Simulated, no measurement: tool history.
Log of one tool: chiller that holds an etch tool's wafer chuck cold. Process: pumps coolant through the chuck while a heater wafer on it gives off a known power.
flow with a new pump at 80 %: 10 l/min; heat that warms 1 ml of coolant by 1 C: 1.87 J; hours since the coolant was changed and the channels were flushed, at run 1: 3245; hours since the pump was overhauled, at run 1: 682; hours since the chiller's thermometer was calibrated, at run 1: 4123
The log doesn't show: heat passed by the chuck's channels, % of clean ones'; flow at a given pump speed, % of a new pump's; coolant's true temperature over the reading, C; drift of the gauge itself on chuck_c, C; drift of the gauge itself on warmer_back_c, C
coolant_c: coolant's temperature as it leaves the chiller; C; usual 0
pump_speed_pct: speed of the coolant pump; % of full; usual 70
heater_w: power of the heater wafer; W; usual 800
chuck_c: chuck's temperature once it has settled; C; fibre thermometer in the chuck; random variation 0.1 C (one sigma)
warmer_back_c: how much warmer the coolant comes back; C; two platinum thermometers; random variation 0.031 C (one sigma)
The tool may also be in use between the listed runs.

run   hour  coolant_c  pump_speed_pct  heater_w  hours since the coolant was changed and the channels were flushed  hours since the pump was overhauled  hours since the chiller's thermometer was calibrated  chuck_c  warmer_back_c
  1    0.0          0              70       800                                                               3245                                  682                                                  4123      7.4           2.96
  2   24.3          0              70       800                                                               3269                                  706                                                  4147      7.3           2.95
  3   64.9          0              70       800                                                               3310                                  747                                                  4188      7.2           2.91
  4  101.9          0              70       800                                                               3347                                  784                                                  4225      7.4           2.90
  5  122.0          0              70       800                                                               3367                                  804                                                  4245      7.4           2.96
  6  140.9          0              70       800                                                               3386                                  823                                                  4264      7.3           2.93
  7  164.6          0              79       800                                                               3410                                  846                                                  4287      6.8           2.63
  8  185.5          0              79       800                                                               3431                                  867                                                  4308      6.5           2.66
  9  220.4          0              79       800                                                               3465                                  902                                                  4343      6.7           2.64
 10  248.6          0              70       800                                                               3494                                  930                                                  4371      7.2           2.95
 11  279.8          0              74       800                                                               3525                                  962                                                  4403      7.0           2.83
     300.0  -- chiller's thermometer calibrated
 12  315.5          0              74       800                                                               3560                                  996                                                    16      5.7           2.79
 13  335.9          0              74       800                                                               3580                                 1017                                                    36      6.1           2.76
 14  379.4          0              74       800                                                               3623                                 1060                                                    79      5.9           2.86
 15  414.2          0              70      1095                                                               3658                                 1095                                                   114      8.7           4.02
 16  450.6          0              76       800                                                               3695                                 1131                                                   151      6.0           2.75
 17  490.9         -8              66       800                                                               3735                                 1172                                                   191     -1.0           3.10
 18  524.6          4              65       493                                                               3769                                 1205                                                   225      8.1           1.97
 19  556.8         -1              92       800                                                               3801                                 1238                                                   257      4.0           2.24

Forecast run 20:
 20  585.9         -4              70       476                                                               3830                                 1267                                                   286        ?              ?

{"run 20": {"chuck_c": -0.3, "warmer_back_c": 1.76}}
Without the tool's hidden state the same run would have given chuck_c -0.6 C, warmer_back_c 1.73 C.

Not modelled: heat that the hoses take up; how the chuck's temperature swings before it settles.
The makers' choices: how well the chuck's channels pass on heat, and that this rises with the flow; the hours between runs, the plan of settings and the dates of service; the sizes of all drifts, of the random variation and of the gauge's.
